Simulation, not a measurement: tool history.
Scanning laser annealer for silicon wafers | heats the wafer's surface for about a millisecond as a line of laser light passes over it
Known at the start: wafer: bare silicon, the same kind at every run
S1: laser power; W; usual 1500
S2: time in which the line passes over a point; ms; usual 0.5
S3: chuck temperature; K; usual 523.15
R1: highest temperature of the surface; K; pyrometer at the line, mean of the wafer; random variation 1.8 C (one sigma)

run    hour    S1     S2      S3       R1
  1       0  1500    0.5  523.15  1269.15
  2    76.3  1500    0.5  523.15  1271.15
  3   113.9  1500    0.5  523.15  1270.15
  4   172.5  1500    0.5  523.15  1272.15
  5   205.1  1500    0.5  495.15  1243.15
  6   254.2  1524    0.5  495.15  1259.15
  7   322.6  1500    0.5  513.15  1262.15
  8   398.8  1500    0.5  513.15  1263.15
  9   430.8  1500    0.5  513.15  1263.15
 10   487.3  1500    0.5  513.15  1264.15
 11   562.5  1500    0.5  513.15  1264.15
 12     627  1500    0.5  523.15  1269.15
 13     695  1500    0.5  523.15  1273.15
 14   735.1  1500    0.5  523.15  1272.15
 15     796  1500    0.5  523.15  1270.15
 16   836.7  1500  0.445  541.15  1244.15
 17     872  1500  0.445  541.15  1247.15
 18   946.5  1327  0.353  517.15  1046.15
 19   995.9  1500  0.434  507.15  1201.15
 20  1031.6  1584  0.352  523.15  1184.15
 21  1096.1  1584  0.352  523.15  1186.15
 22  1130.2  1584  0.352  523.15  1182.15
 23  1198.4  1584  0.352  523.15  1182.15
 24  1236.4  1476  0.526  529.15  1286.15
 25  1314.9  1476  0.556  529.15  1306.15
 26  1356.1  1469  0.361  523.15  1133.15
 27  1403.8  1469  0.361  523.15  1135.15
 28  1482.3  1594    0.5  487.15  1297.15
 29  1556.2  1349  0.448  523.15  1140.15
 30  1618.3  1630  0.423  523.15  1281.15

3 ways to go on from here, each from the tool as it stands after run 30. What would each give?
  A  1652.1  1583  0.423  523.15   ?
  B  1652.1  1630  0.423  553.15   ?
  C  1652.1  1630  0.423  559.15   ?

run       R1
  A  1257.15
  B  1314.15
  C  1319.15
Without the tool's hidden state the same runs would have given:
run       R1
  A  1258.15
  B  1315.15
  C  1320.15
